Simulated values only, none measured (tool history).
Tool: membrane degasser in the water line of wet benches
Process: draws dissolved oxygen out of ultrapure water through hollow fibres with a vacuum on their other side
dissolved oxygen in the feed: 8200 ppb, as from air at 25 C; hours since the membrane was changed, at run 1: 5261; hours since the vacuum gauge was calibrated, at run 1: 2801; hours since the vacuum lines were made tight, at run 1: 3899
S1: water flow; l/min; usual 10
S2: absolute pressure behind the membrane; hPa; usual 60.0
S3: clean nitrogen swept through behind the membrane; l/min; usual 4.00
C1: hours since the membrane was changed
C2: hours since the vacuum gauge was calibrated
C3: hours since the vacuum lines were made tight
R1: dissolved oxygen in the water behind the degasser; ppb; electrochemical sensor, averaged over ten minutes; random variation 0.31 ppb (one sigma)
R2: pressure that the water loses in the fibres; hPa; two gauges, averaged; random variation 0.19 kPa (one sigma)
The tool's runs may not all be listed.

{"run": 1, "hour": 0.0, "S1": 10, "S2": 60.0, "S3": 4.0, "C1": 5261, "C2": 2801, "C3": 3899, "R1": 24.8, "R2": 408.0}
{"run": 2, "hour": 105.8, "S1": 10, "S2": 60.0, "S3": 4.0, "C1": 5366, "C2": 2906, "C3": 4004, "R1": 24.8, "R2": 407.5}
{"run": 3, "hour": 182.9, "S1": 10, "S2": 60.0, "S3": 4.0, "C1": 5443, "C2": 2983, "C3": 4082, "R1": 25.4, "R2": 407.9}
{"run": 4, "hour": 325.4, "S1": 10, "S2": 60.0, "S3": 4.0, "C1": 5586, "C2": 3126, "C3": 4224, "R1": 24.8, "R2": 408.4}
{"run": 5, "hour": 411.4, "S1": 10, "S2": 60.0, "S3": 4.0, "C1": 5672, "C2": 3212, "C3": 4310, "R1": 24.8, "R2": 409.6}
{"run": 6, "hour": 557.0, "S1": 10, "S2": 60.0, "S3": 4.0, "C1": 5818, "C2": 3358, "C3": 4456, "R1": 25.0, "R2": 405.9}
{"hour": 689.9, "done": "seals of the vacuum lines changed"}
{"run": 7, "hour": 718.0, "S1": 10, "S2": 60.0, "S3": 4.0, "C1": 5977, "C2": 3517, "C3": 28, "R1": 25.0, "R2": 410.7}
{"run": 8, "hour": 850.8, "S1": 7, "S2": 60.0, "S3": 4.0, "C1": 6109, "C2": 3649, "C3": 161, "R1": 15.1, "R2": 286.2}
{"run": 9, "hour": 957.0, "S1": 7, "S2": 60.0, "S3": 4.0, "C1": 6216, "C2": 3756, "C3": 267, "R1": 15.1, "R2": 287.3}
{"run": 10, "hour": 1063.4, "S1": 15, "S2": 60.0, "S3": 4.0, "C1": 6322, "C2": 3862, "C3": 374, "R1": 46.3, "R2": 618.2}
{"run": 11, "hour": 1189.3, "S1": 15, "S2": 60.0, "S3": 4.0, "C1": 6448, "C2": 3988, "C3": 499, "R1": 46.4, "R2": 616.8}
{"run": 12, "hour": 1304.8, "S1": 10, "S2": 60.0, "S3": 4.0, "C1": 6563, "C2": 4103, "C3": 615, "R1": 25.5, "R2": 408.7}
{"run": 13, "hour": 1384.7, "S1": 10, "S2": 60.0, "S3": 4.0, "C1": 6643, "C2": 4183, "C3": 695, "R1": 25.3, "R2": 409.5}
{"run": 14, "hour": 1503.3, "S1": 10, "S2": 42.3, "S3": 4.0, "C1": 6762, "C2": 4302, "C3": 813, "R1": 14.5, "R2": 410.8}
{"run": 15, "hour": 1582.5, "S1": 10, "S2": 42.3, "S3": 4.0, "C1": 6841, "C2": 4381, "C3": 893, "R1": 14.4, "R2": 412.6}
{"run": 16, "hour": 1655.6, "S1": 10, "S2": 42.3, "S3": 4.0, "C1": 6914, "C2": 4454, "C3": 966, "R1": 14.3, "R2": 412.4}
{"run": 17, "hour": 1782.2, "S1": 10, "S2": 84.0, "S3": 4.0, "C1": 7041, "C2": 4581, "C3": 1092, "R1": 40.3, "R2": 412.0}
{"run": 18, "hour": 1908.9, "S1": 10, "S2": 84.0, "S3": 4.0, "C1": 7167, "C2": 4707, "C3": 1219, "R1": 40.3, "R2": 413.5}
{"run": 19, "hour": 2055.2, "S1": 10, "S2": 84.0, "S3": 4.0, "C1": 7314, "C2": 4854, "C3": 1365, "R1": 40.9, "R2": 414.5}
{"run": 20, "hour": 2135.8, "S1": 11, "S2": 45.4, "S3": 7.04, "C1": 7394, "C2": 4934, "C3": 1446, "R1": 15.5, "R2": 461.5}
{"run": 21, "hour": 2263.9, "S1": 7, "S2": 60.0, "S3": 6.71, "C1": 7523, "C2": 5062, "C3": 1574, "R1": 10.3, "R2": 293.3}
{"run": 22, "hour": 2384.8, "S1": 10, "S2": 84.5, "S3": 4.0, "C1": 7643, "C2": 5183, "C3": 1695, "R1": 41.3, "R2": 416.6}
{"run": 23, "hour": 2453.1, "S1": 10, "S2": 76.1, "S3": 1.91, "C1": 7712, "C2": 5252, "C3": 1763, "R1": 66.3, "R2": 415.8}
{"run": 24, "hour": 2618.1, "S1": 10, "S2": 60.0, "S3": 4.71, "C1": 7877, "C2": 5417, "C3": 1928, "R1": 23.4, "R2": 414.5}
{"run": 25, "hour": 2744.7, "S1": 11, "S2": 60.0, "S3": 4.0, "C1": 8003, "C2": 5543, "C3": 2055, "R1": 30.7, "R2": 455.4}
{"run": 26, "hour": 2816.6, "S1": 10, "S2": 60.0, "S3": 8.53, "C1": 8075, "C2": 5615, "C3": 2127, "R1": 16.2, "R2": 419.2}
{"run": 27, "hour": 2883.3, "S1": 9, "S2": 72.5, "S3": 4.0, "C1": 8142, "C2": 5682, "C3": 2193, "R1": 29.7, "R2": 376.8}
{"run": 28, "hour": 2999.9, "S1": 9, "S2": 72.5, "S3": 4.0, "C1": 8258, "C2": 5798, "C3": 2310, "R1": 30.1, "R2": 378.4}
{"run": 29, "hour": 3088.9, "S1": 6, "S2": 60.0, "S3": 7.09, "C1": 8347, "C2": 5887, "C3": 2399, "R1": 8.5, "R2": 247.9}
{"run": 30, "hour": 3159.2, "S1": 7, "S2": 36.9, "S3": 5.1, "C1": 8418, "C2": 5958, "C3": 2469, "R1": 5.3, "R2": 293.0}
{"run": 31, "hour": 3253.6, "S1": 11, "S2": 148.2, "S3": 8.36, "C1": 8512, "C2": 6052, "C3": 2564, "R1": 49.7, "R2": 458.4}
{"run": 32, "hour": 3328.6, "S1": 11, "S2": 148.2, "S3": 8.36, "C1": 8587, "C2": 6127, "C3": 2639, "R1": 49.5, "R2": 460.9}

Hidden state at the last listed run before each entry between runs and at the first one after, where it differs:
Between runs 6 and 7: seals of the vacuum lines changed (hour 689.9)
  membrane still open, %: 95.1 -> 95; true pressure behind the membrane over the reading, kPa: 0.14 -> 0.15; air that leaks in behind the membrane, l/min: 0.0087 -> 0.0038
  measured less the result without the state, R1: +3.2 -> +3.1 ppb; R2: +19.8 -> +20.4 hPa
